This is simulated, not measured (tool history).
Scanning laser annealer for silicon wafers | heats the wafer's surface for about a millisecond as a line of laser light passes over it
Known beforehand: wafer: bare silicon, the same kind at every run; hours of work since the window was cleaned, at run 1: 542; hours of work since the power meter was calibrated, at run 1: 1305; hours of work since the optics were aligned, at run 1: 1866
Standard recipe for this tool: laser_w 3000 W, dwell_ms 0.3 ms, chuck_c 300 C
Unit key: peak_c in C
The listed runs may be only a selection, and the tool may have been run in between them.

run    hour  laser_w  dwell_ms  chuck_c  hours of work since the window was cleaned  hours of work since the power meter was calibrated  hours of work since the optics were aligned  peak_c
  1       0     3000       0.3      300                                         542                                                1305                                         1866     985
       66.6  -- optics aligned, line set to its width
  2    92.7     3000       0.3      300                                         603                                                1366                                           18    1003
  3   167.6     3000       0.3      300                                         656                                                1419                                           71     995
  4     266     3000       0.3      300                                         726                                                1489                                          141     994
  5   347.1     3129       0.3      300                                         783                                                1546                                          198    1030
        390  -- window over the wafer cleaned
  6   431.4     3129       0.3      300                                          29                                                1604                                          256    1073
  7   477.5     3129       0.3      300                                          62                                                1636                                          288    1078
  8   524.4     3129       0.3      300                                          95                                                1669                                          321    1073
  9   597.4     3129       0.3      300                                         146                                                1721                                          373    1069
 10   687.1     3129       0.3      300                                         210                                                1784                                          436    1062
 11   740.3     3000       0.3      300                                         247                                                1822                                          474    1020
 12     796     3000       0.3      332                                         286                                                1861                                          513    1046
 13   882.8     3000       0.3      332                                         348                                                1922                                          574    1043
 14   985.7     3032       0.3      332                                         420                                                1995                                          647    1054
 15  1063.2     3032       0.3      332                                         475                                                2049                                          701    1045
 16  1145.6     3032       0.3      332                                         533                                                2108                                          760    1042
 17  1219.4     3032       0.3      332                                         585                                                2160                                          812    1038
 18  1268.6     3000     0.347      300                                         620                                                2194                                          846    1038
 19    1338     3000     0.345      300                                         669                                                2243                                          895    1032
 20  1404.4     3000     0.345      300                                         715                                                2290                                          942    1030
 21  1453.4     3000       0.3      300                                         750                                                2325                                          977     987
     1547.7  -- window over the wafer cleaned
 22  1551.3     2577     0.325      337                                           2                                                2392                                         1044     953
 23  1611.9     2854     0.279      286                                          45                                                2435                                         1087     947
 24  1667.8     2625     0.334      273                                          85                                                2474                                         1126     910
 25  1764.9     3000       0.3      302                                         153                                                2543                                         1195    1022
 26  1807.4     2669     0.342      300                                         183                                                2573                                         1225     952
 27  1905.5     2669     0.342      300                                         252                                                2642                                         1294     946
 28  1957.4     2948     0.223      300                                         289                                                2679                                         1331     915
 29  2001.5     2823     0.378      326                                         320                                                2710                                         1362    1045
 30  2083.8     3055     0.333      296                                         378                                                2768                                         1420    1053
 31  2131.1     2792     0.343      286                                         411                                                2801                                         1453     964
 32    2204     3298     0.343      265                                         463                                                2853                                         1505    1108
 33  2274.9     3298     0.343      284                                         513                                                2903                                         1555    1123
 34  2377.2     3000     0.254      300                                         585                                                2975                                         1627     946
 35  2473.4     2689     0.352      322                                         653                                                3043                                         1695     959
 36  2567.5     2607       0.3      323                                         719                                                3109                                         1761     890
 37  2668.9     3037     0.284      304                                         791                                                3180                                         1832     982
     2704.4  -- window over the wafer cleaned
 38  2764.9     3037     0.284      304                                          43                                                3247                                         1899    1028

Estimate the outcome of run 39 from the log above:
     2785.8  -- optics aligned, line set to its width
 39  2869     2737     0.342      295                                         113                                                3317                                           59       ?

Run 39 measured peak_c 992 C.
Without the tool's hidden state the same run would have given peak_c 980 C.
